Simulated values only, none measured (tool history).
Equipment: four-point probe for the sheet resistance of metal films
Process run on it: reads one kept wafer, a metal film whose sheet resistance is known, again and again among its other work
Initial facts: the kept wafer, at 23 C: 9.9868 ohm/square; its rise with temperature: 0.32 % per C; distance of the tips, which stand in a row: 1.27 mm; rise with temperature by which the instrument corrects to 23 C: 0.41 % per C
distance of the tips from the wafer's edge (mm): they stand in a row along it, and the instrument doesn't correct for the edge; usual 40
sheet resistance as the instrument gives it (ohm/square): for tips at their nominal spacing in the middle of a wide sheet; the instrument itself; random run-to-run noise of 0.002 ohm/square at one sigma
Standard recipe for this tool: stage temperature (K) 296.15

run	hour	stage temperature (K)	distance of the tips from the wafer's edge (mm)	sheet resistance as the instrument gives it (ohm/square)
1	0	296.15	40	9.964168
2	37.7	296.15	40	9.964812
3	84	296.15	40	9.964121
4	114.2	296.15	40	9.966169
5	135.6	296.15	4	10.47261
6	167.6	294.15	40	9.979608
7	195.6	294.15	40	9.982185
8	218.6	299.15	40	9.937471
9	259.7	299.15	40	9.934327
10	292.4	296.15	40	9.955771
11	338.7	296.15	14	9.9962
12	367.2	296.15	72	9.958927
13	406.5	296.15	40	9.959201
14	448.4	296.15	40	9.959464
15	491.1	296.15	40	9.958942
16	533.1	296.15	40	9.954884
17	557.2	296.15	40	9.953846
18	576.8	296.15	40	9.958889
19	599.5	295.15	40	9.967789
20	638.2	295.15	40	9.967935
21	667.5	295.15	40	9.965604
# hour 670.4: stage's thermometer calibrated
22	694.3	297.15	40	9.95348
23	737.8	306.15	54	9.873315
24	767.4	304.15	29	9.896876
25	804.9	303.15	7	10.0705
26	849.2	303.15	7	10.066615
27	889.7	303.15	7	10.065578
28	912.4	294.15	21	9.989157
# hour 957.1: stage's thermometer calibrated, once more
29	960.8	305.15	5	10.189701
30	988.3	306.15	11	9.917933
31	1014	294.15	14	9.995288
32	1047.6	294.15	14	9.994803
33	1083	303.15	40	9.876827
34	1125.6	294.15	5	10.283433
35	1167.4	293.15	54	9.956577
36	1191.5	304.15	13	9.91398
37	1226.6	300.15	53	9.898286
38	1263.2	297.15	57	9.92321
39	1298.2	297.15	57	9.924307
40	1335.4	307.15	43	9.839933
41	1375.4	307.15	43	9.83979
42	1422	301.15	40	9.891588
43	1457.3	307.15	27	9.848784

What if the next run were any one of these 5? Each begins from the tool's condition after run 43:
A	1504.3	294.15	71	?
B	1504.3	296.15	61	?
C	1504.3	299.15	23	?
D	1504.3	292.15	22	?
E	1504.3	297.15	5	?

run	sheet resistance as the instrument gives it (ohm/square)
A	9.945547
B	9.926625
C	9.915743
D	9.980556
E	10.251785
Stripped of hidden state, with their random variation kept, the same runs would have yielded:
run	sheet resistance as the instrument gives it (ohm/square)
A	10.006839
B	9.987842
C	9.976947
D	10.042014
E	10.314843

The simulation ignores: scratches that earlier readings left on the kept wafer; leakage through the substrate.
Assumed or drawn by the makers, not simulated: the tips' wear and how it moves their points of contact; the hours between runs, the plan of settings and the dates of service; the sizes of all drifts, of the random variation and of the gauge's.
